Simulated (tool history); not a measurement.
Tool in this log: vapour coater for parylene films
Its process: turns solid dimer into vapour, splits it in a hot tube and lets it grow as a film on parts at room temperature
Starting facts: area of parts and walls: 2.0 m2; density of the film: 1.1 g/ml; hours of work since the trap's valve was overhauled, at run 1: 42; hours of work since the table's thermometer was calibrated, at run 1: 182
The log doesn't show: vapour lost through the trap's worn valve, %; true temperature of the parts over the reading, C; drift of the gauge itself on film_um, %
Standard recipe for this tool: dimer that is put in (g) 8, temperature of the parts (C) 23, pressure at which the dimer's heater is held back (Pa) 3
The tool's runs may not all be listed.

run    hour  dimer that is put in (g)  temperature of the parts (C)  pressure at which the dimer's heater is held back (Pa)  hours of work since the trap's valve was overhauled  hours of work since the table's thermometer was calibrated  thickness of the film (µm)
  1       0                         8                            23                                                       3                                                   42                                                         182                       2.196
  2    49.5                         8                            27                                                       3                                                   69                                                         209                       1.878
  3      95                         8                            20                                                       3                                                   95                                                         234                       2.476
  4   125.6                         8                            23                                                    4.69                                                  112                                                         251                       2.129
  5   147.5                         8                            23                                                    2.77                                                  124                                                         263                       2.205
  6   191.3                         8                            23                                                    2.77                                                  148                                                         287                       2.202
  7   213.5                         8                            23                                                    2.77                                                  160                                                         299                       2.195
  8   237.1                         8                            23                                                    2.77                                                  173                                                         313                       2.205
  9   260.2                         8                            23                                                    2.77                                                  186                                                         325                       2.195
 10   286.4                         8                            23                                                       3                                                  200                                                         340                       2.184
 11   328.8                         8                            23                                                       3                                                  224                                                         363                       2.185
 12   363.7                         8                            23                                                       3                                                  243                                                         382                        2.18
 13   396.8                         8                            23                                                       3                                                  261                                                         401                       2.179
 14     426                         8                            23                                                       3                                                  278                                                         417                       2.185
 15     449                         8                            24                                                       3                                                  290                                                         430                       2.101
 16   499.4                         8                            24                                                       3                                                  318                                                         457                       2.091
 17   537.9                         7                            23                                                       3                                                  339                                                         479                       1.912
 18   563.7                         8                            23                                                    3.59                                                  354                                                         493                       2.142
 19   604.3                         8                            23                                                    8.93                                                  376                                                         515                       1.996
 20   644.1                         8                            23                                                    8.93                                                  398                                                         537                       1.997
 21   668.6                         8                            23                                                    8.93                                                  412                                                         551                        1.99
 22   700.3                         9                            23                                                    8.93                                                  429                                                         569                       2.242
 23   753.7                         9                            23                                                    8.93                                                  459                                                         598                       2.237
 24   794.4                         9                            23                                                    8.93                                                  481                                                         621                       2.239
 25     830                         8                            23                                                     2.1                                                  501                                                         640                       2.231
 26     856                         8                            29                                                    3.53                                                  515                                                         655                       1.694
 27     889                         8                            33                                                    9.31                                                  533                                                         673                       1.336
 28   925.5                         8                            33                                                    9.31                                                  554                                                         693                       1.339
        954  -- trap's valve overhauled
 29   960.9                         8                            29                                                    7.48                                                    4                                                         710                       1.589
 30   988.3                         7                            27                                                    3.11                                                   19                                                         725                       1.609
 31  1021.4                        11                            16                                                    5.57                                                   37                                                         744                       3.723
 32    1047                         5                            26                                                    3.42                                                   51                                                         758                       1.191
 33  1092.1                         5                            26                                                    3.42                                                   76                                                         783                       1.182
 34  1137.4                         5                            19                                                    8.67                                                  101                                                         808                       1.439
 35  1172.3                         5                            19                                                    8.67                                                  121                                                         827                       1.455
 36  1196.1                        11                            17                                                    3.07                                                  134                                                         840                       3.742
 37  1235.9                         4                            30                                                       3                                                  156                                                         862                       0.817
 38  1261.6                         8                            19                                                       3                                                  170                                                         877                       2.523
 39  1296.1                        13                            28                                                    9.84                                                  189                                                         896                       2.606
 40  1332.8                        13                            28                                                    9.84                                                  209                                                         916                       2.614
     1362.2  -- gauge calibrated
 41  1387.3                         3                            31                                                     2.2                                                  239                                                         946                       0.616
 42  1424.1                        13                            31                                                     2.2                                                  260                                                         966                       2.673
 43  1469.3                        10                            20                                                     2.2                                                  285                                                         991                       3.159
 44  1513.7                        10                            20                                                     2.2                                                  309                                                        1016                       3.143
 45  1549.7                         4                            23                                                    4.34                                                  329                                                        1036                       1.062
 46    1573                        13                            26                                                    5.91                                                  342                                                        1049                       2.999
 47  1622.6                         6                            23                                                    4.75                                                  369                                                        1076                       1.581

Predict each of these 4 candidate next runs independently; none follows another, all start after run 47:
  A  1663.5                         5                            23                                                    4.75                                                  392                                                        1099                           ?
  B  1663.5                         8                            16                                                       3                                                  392                                                        1099                           ?
  C  1663.5                        13                            23                                                       3                                                  392                                                        1099                           ?
  D  1663.5                         8                            23                                                    9.44                                                  392                                                        1099                           ?

run  thickness of the film (µm)
  A                       1.325
  B                       2.873
  C                        3.55
  D                       2.004
What these runs would have given with no unlogged condition in the tool:
run  thickness of the film (µm)
  A                       1.332
  B                       2.888
  C                       3.568
  D                       2.015

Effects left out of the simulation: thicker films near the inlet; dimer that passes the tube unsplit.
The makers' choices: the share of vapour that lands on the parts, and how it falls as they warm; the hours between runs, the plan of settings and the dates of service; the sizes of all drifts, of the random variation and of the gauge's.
